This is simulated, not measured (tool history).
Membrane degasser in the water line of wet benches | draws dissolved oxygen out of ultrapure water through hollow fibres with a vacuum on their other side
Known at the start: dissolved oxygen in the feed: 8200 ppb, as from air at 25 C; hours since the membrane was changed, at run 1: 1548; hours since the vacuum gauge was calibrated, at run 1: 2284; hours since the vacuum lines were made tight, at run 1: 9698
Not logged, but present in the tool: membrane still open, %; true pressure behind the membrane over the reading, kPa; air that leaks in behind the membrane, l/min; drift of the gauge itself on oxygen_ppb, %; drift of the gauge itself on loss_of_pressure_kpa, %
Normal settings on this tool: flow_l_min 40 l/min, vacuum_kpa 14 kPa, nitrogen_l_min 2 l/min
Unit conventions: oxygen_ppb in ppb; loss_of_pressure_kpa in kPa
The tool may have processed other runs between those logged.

| run | hour | flow_l_min | vacuum_kpa | nitrogen_l_min | hours since the membrane was changed | hours since the vacuum gauge was calibrated | hours since the vacuum lines were made tight | oxygen_ppb | loss_of_pressure_kpa |
|---|---|---|---|---|---|---|---|---|---|
| 1 | 0 | 40 | 14 | 2 | 1548 | 2284 | 9698 | 518.1 | 25.32 |
| 2 | 24.9 | 40 | 14 | 2 | 1573 | 2309 | 9723 | 525.1 | 25.89 |
| 3 | 59.1 | 40 | 14 | 2 | 1607 | 2343 | 9757 | 525.1 | 25.88 |
| 4 | 81.9 | 47 | 14 | 2 | 1630 | 2366 | 9780 | 609.7 | 30.44 |
| 5 | 120.5 | 40 | 14 | 2 | 1669 | 2405 | 9818 | 524.9 | 25.82 |
| 6 | 170.5 | 40 | 14 | 2 | 1719 | 2455 | 9868 | 516.2 | 25.86 |
| 7 | 216.6 | 40 | 14 | 2 | 1765 | 2501 | 9914 | 520.2 | 25.34 |
| 8 | 263.9 | 40 | 14 | 2 | 1812 | 2548 | 9962 | 514.4 | 25.75 |
| 9 | 306.1 | 40 | 14.1 | 2 | 1854 | 2590 | 10004 | 528.8 | 25.56 |
| 10 | 348.7 | 40 | 27.7 | 2 | 1897 | 2633 | 10047 | 1041.8 | 26.04 |
| 11 | 371 | 40 | 27.7 | 2 | 1919 | 2655 | 10069 | 1029.5 | 25.87 |
| 12 | 396.8 | 51 | 9.5 | 1.49 | 1945 | 2681 | 10095 | 534.8 | 33.16 |
| 13 | 449.8 | 51 | 9.5 | 5.06 | 1998 | 2734 | 10148 | 257.6 | 32.89 |

Results per run with the tool's hidden condition removed, run-to-run variation unchanged:
| run | oxygen_ppb | loss_of_pressure_kpa |
|---|---|---|
| 1 | 512.9 | 25.14 |
| 2 | 519.7 | 25.71 |
| 3 | 519.6 | 25.69 |
| 4 | 603.7 | 30.21 |
| 5 | 519.3 | 25.63 |
| 6 | 510.7 | 25.66 |
| 7 | 514.5 | 25.13 |
| 8 | 508.7 | 25.55 |
| 9 | 522.9 | 25.35 |
| 10 | 1034.3 | 25.82 |
| 11 | 1022.1 | 25.65 |
| 12 | 527.3 | 32.88 |
| 13 | 251.8 | 32.59 |

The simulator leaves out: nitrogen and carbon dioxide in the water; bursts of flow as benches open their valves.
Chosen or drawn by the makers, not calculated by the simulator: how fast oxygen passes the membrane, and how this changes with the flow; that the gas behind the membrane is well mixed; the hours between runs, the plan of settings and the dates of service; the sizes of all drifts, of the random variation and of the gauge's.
